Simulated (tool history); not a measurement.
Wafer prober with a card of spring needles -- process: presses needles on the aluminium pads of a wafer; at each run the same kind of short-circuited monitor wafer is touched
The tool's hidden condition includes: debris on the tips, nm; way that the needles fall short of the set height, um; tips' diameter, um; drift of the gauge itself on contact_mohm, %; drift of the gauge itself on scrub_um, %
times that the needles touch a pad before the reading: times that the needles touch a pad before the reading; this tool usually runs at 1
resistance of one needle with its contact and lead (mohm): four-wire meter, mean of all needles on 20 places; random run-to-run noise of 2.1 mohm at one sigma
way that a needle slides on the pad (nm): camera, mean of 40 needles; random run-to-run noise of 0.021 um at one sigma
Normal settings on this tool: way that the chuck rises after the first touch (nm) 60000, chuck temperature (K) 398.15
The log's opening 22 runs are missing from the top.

run,hour,way that the chuck rises after the first touch (nm),chuck temperature (K),times that the needles touch a pad before the reading,touches since the tips were cleaned,cleanings since the card got new needles,touches since the first contact's height was set,resistance of one needle with its contact and lead (mohm),way that a needle slides on the pad (nm)
# hour 306.3: tips cleaned on abrasive film
# hour 307.9: gauge calibrated
23,310.3,54000,302.15,2,876,35,48595,213,7950
24,319.6,54000,302.15,2,2896,35,50615,215,7960
25,327.9,47000,398.15,1,4691,35,52410,244,6910
# hour 331.7: tips cleaned on abrasive film
26,345.2,47000,398.15,1,2929,36,56132,241,6880
# hour 357.0: tips cleaned on abrasive film
27,358.1,47000,398.15,1,228,37,58902,245,6880
28,375.7,46000,383.15,2,4041,37,62715,237,6710
# hour 381.6: tips cleaned on abrasive film
29,390.9,60000,398.15,2,1997,38,65980,235,8710
30,405.0,41000,303.15,1,5051,38,69034,218,5980
# hour 406.2: tips cleaned on abrasive film
31,420.6,44000,303.15,2,3128,39,72402,218,6390
# hour 431.4: tips cleaned on abrasive film
32,432.5,46000,344.15,3,229,40,74947,231,6670
33,444.8,66000,344.15,2,2906,40,77624,225,9520
34,452.9,66000,344.15,2,4645,40,79363,225,9520

Branching from run 34: 4 alternative next runs. What would each branch give?
# hour 456.8: tips cleaned on abrasive film
A,461.1,74000,344.15,2,922,41,81123,?,?
# hour 456.8: tips cleaned on abrasive film
B,461.1,75000,344.15,2,922,41,81123,?,?
# hour 456.8: tips cleaned on abrasive film
C,461.1,46000,298.15,1,922,41,81123,?,?
# hour 456.8: tips cleaned on abrasive film
D,461.1,66000,300.15,1,922,41,81123,?,?

run,resistance of one needle with its contact and lead (mohm),way that a needle slides on the pad (nm)
A,222,10640
B,222,10750
C,218,6620
D,219,9520
With the hidden condition removed and each run's random variation left untouched, the same runs would have given:
run,resistance of one needle with its contact and lead (mohm),way that a needle slides on the pad (nm)
A,222,10870
B,222,10990
C,218,6760
D,219,9720
